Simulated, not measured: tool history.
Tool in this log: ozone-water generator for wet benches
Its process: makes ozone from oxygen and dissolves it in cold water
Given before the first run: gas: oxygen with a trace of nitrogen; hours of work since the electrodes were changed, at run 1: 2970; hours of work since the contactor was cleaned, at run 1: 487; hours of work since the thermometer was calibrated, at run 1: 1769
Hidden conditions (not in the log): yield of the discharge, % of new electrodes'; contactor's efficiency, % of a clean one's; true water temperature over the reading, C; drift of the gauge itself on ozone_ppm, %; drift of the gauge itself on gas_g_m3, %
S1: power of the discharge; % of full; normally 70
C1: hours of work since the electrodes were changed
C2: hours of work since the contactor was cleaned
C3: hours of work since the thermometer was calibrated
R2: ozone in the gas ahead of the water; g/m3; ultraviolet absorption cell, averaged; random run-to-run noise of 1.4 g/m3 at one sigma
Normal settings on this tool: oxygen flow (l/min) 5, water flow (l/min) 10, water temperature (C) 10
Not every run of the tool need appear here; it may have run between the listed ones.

Run 1, hour 0: usual settings; C1 2970; C2 487; C3 1769. Result: dissolved ozone (ppm) 50.8, R2 259.9 g/m3.
Run 2, hour 87.9: usual settings; C1 3028; C2 545; C3 1827. Result: dissolved ozone (ppm) 50.8, R2 263.1 g/m3.
Run 3, hour 184.3: usual settings; C1 3092; C2 609; C3 1891. Result: dissolved ozone (ppm) 50, R2 260.6 g/m3.
Run 4, hour 254.3: usual settings but water temperature (C) 17; C1 3138; C2 655; C3 1937. Result: dissolved ozone (ppm) 44.6, R2 265 g/m3.
Run 5, hour 328.5: usual settings but water temperature (C) 17; C1 3186; C2 703; C3 1986. Result: dissolved ozone (ppm) 44.5, R2 260.6 g/m3.
Run 6, hour 414.5: usual settings but water temperature (C) 17; C1 3243; C2 760; C3 2042. Result: dissolved ozone (ppm) 44.3, R2 261.1 g/m3.
Run 7, hour 464.1: usual settings but S1 88 % of full; C1 3276; C2 793; C3 2075. Result: dissolved ozone (ppm) 60.9, R2 309.7 g/m3.
Run 8, hour 521.3: usual settings but S1 88 % of full; C1 3313; C2 830; C3 2112. Result: dissolved ozone (ppm) 60.7, R2 312.1 g/m3.
Run 9, hour 637.2: usual settings; C1 3390; C2 907; C3 2189. Result: dissolved ozone (ppm) 50.5, R2 261.7 g/m3.
Run 10, hour 728.3: usual settings but S1 74 % of full, oxygen flow (l/min) 3.07, water temperature (C) 14; C1 3450; C2 967; C3 2249. Result: dissolved ozone (ppm) 54.5, R2 382.1 g/m3.
Run 11, hour 805.7: usual settings but S1 67 % of full, oxygen flow (l/min) 4.55, water flow (l/min) 6, water temperature (C) 16; C1 3501; C2 1018; C3 2300. Result: dissolved ozone (ppm) 60.4, R2 266.4 g/m3.
Run 12, hour 895.6: usual settings but S1 55 % of full, oxygen flow (l/min) 8, water flow (l/min) 9, water temperature (C) 17; C1 3560; C2 1077; C3 2359. Result: dissolved ozone (ppm) 33.4, R2 156.6 g/m3.
Run 13, hour 952.3: usual settings but S1 73 % of full, oxygen flow (l/min) 8.21, water flow (l/min) 13, water temperature (C) 5; C1 3597; C2 1114; C3 2396. Result: dissolved ozone (ppm) 41.9, R2 191.7 g/m3.

The next listed run, before its measurement:
Run 14, hour 1050.9: usual settings but S1 73 % of full, oxygen flow (l/min) 8.21, water flow (l/min) 13, water temperature (C) 5; C1 3662; C2 1179; C3 2461. Result: dissolved ozone (ppm) ?, R2 ?.

Run 14 came out at dissolved ozone (ppm) 41.8, R2 192.1 g/m3.
Had the tool carried no hidden state, the very same run would have given dissolved ozone (ppm) 41.8, R2 194.1 g/m3.

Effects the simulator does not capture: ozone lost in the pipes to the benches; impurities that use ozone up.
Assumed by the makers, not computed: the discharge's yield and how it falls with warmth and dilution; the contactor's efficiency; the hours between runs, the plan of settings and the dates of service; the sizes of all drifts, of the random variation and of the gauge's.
